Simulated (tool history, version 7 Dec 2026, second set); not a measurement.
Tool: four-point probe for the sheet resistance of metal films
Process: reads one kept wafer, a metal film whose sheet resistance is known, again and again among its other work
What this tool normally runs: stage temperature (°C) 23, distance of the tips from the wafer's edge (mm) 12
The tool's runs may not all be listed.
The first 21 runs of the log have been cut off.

run      day  stage temperature (°C)  distance of the tips from the wafer's edge (mm)  sheet resistance as the instrument gives it (ohm/square)
 22   89.004                      23                                                5                                                  4.379056
      89.308  -- new probe head fitted
 23   92.867                      23                                                5                                                  4.391635
 24   95.467                      26                                               21                                                  4.355569
 25   99.458                      23                                               18                                                  4.369718
 26  102.096                      23                                               18                                                  4.370009
 27    104.4                      23                                               18                                                  4.369601
 28  107.538                      23                                               21                                                  4.368358
 29  111.992                      23                                                3                                                  4.432206
 30  115.942                      22                                               12                                                  4.374861
 31  120.288                      22                                               12                                                  4.373623
 32  124.879                      26                                               12                                                  4.353509
 33  128.146                      26                                               12                                                  4.353735
 34  132.117                      26                                               12                                                  4.352716

5 options for the next run, each taken on its own from the tool as it stands now. Forecast them:
  A  136.404                      27                                               12                                                         ?
  B  136.404                      27                                                4                                                         ?
  C  136.404                      23                                               15                                                         ?
  D  136.404                      29                                                6                                                         ?
  E  136.404                      21                                               12                                                         ?

run  sheet resistance as the instrument gives it (ohm/square)
  A                                                  4.348604
  B                                                  4.379865
  C                                                  4.364175
  D                                                  4.349895
  E                                                  4.376119
Take away the tool's hidden state, keep each run's random variation, and the runs would have read:
run  sheet resistance as the instrument gives it (ohm/square)
  A                                                  4.384951
  B                                                   4.41645
  C                                                  4.400621
  D                                                  4.386259
  E                                                  4.412648

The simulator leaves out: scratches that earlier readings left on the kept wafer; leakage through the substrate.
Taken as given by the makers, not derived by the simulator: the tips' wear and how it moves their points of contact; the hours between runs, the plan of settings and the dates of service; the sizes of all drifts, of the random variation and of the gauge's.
